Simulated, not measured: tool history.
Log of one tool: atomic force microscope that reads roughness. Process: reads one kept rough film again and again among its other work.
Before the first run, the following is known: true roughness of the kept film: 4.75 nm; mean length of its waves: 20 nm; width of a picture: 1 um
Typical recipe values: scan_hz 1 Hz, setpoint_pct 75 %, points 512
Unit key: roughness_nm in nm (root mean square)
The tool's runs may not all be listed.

run 1 hour=0 | scan_hz=1 setpoint_pct=75 points=512 | roughness_nm=2.712
run 2 hour=4.9 | scan_hz=1 setpoint_pct=75 points=512 | roughness_nm=2.664
run 3 hour=13.5 | scan_hz=1 setpoint_pct=75 points=512 | roughness_nm=2.604
run 4 hour=19.6 | scan_hz=1 setpoint_pct=75 points=512 | roughness_nm=2.57
run 5 hour=30.3 | scan_hz=1 setpoint_pct=75 points=512 | roughness_nm=2.47
-- hour=32 height scale calibrated on a step standard
run 6 hour=42.7 | scan_hz=1 setpoint_pct=77 points=512 | roughness_nm=2.399
-- hour=53.3 new tip fitted
run 7 hour=54.4 | scan_hz=1 setpoint_pct=77 points=512 | roughness_nm=3.537
run 8 hour=62.9 | scan_hz=1 setpoint_pct=77 points=512 | roughness_nm=3.427
run 9 hour=71 | scan_hz=1 setpoint_pct=77 points=512 | roughness_nm=3.302
run 10 hour=76.9 | scan_hz=1 setpoint_pct=78 points=512 | roughness_nm=3.232
-- hour=85.4 height scale calibrated on a step standard, once more
run 11 hour=85.5 | scan_hz=1 setpoint_pct=65 points=411 | roughness_nm=3.261
run 12 hour=92.8 | scan_hz=1 setpoint_pct=75 points=441 | roughness_nm=3.102
run 13 hour=101.6 | scan_hz=1 setpoint_pct=75 points=441 | roughness_nm=2.974

What if the next run were any one of these 5? Each begins from the tool's condition after run 13:
run A hour=112.1 | scan_hz=0.93 setpoint_pct=71 points=441 | roughness_nm=?
run B hour=112.1 | scan_hz=1 setpoint_pct=68 points=441 | roughness_nm=?
run C hour=112.1 | scan_hz=1.15 setpoint_pct=82 points=469 | roughness_nm=?
run D hour=112.1 | scan_hz=1.59 setpoint_pct=67 points=328 | roughness_nm=?
run E hour=112.1 | scan_hz=0.64 setpoint_pct=75 points=318 | roughness_nm=?

run=A roughness_nm=2.938
run=B roughness_nm=2.97
run=C roughness_nm=2.805
run=D roughness_nm=2.882
run=E roughness_nm=2.935
With the hidden condition removed and each run's random variation left untouched, the same runs would have given:
run=A roughness_nm=3.61
run=B roughness_nm=3.647
run=C roughness_nm=3.443
run=D roughness_nm=3.542
run=E roughness_nm=3.603
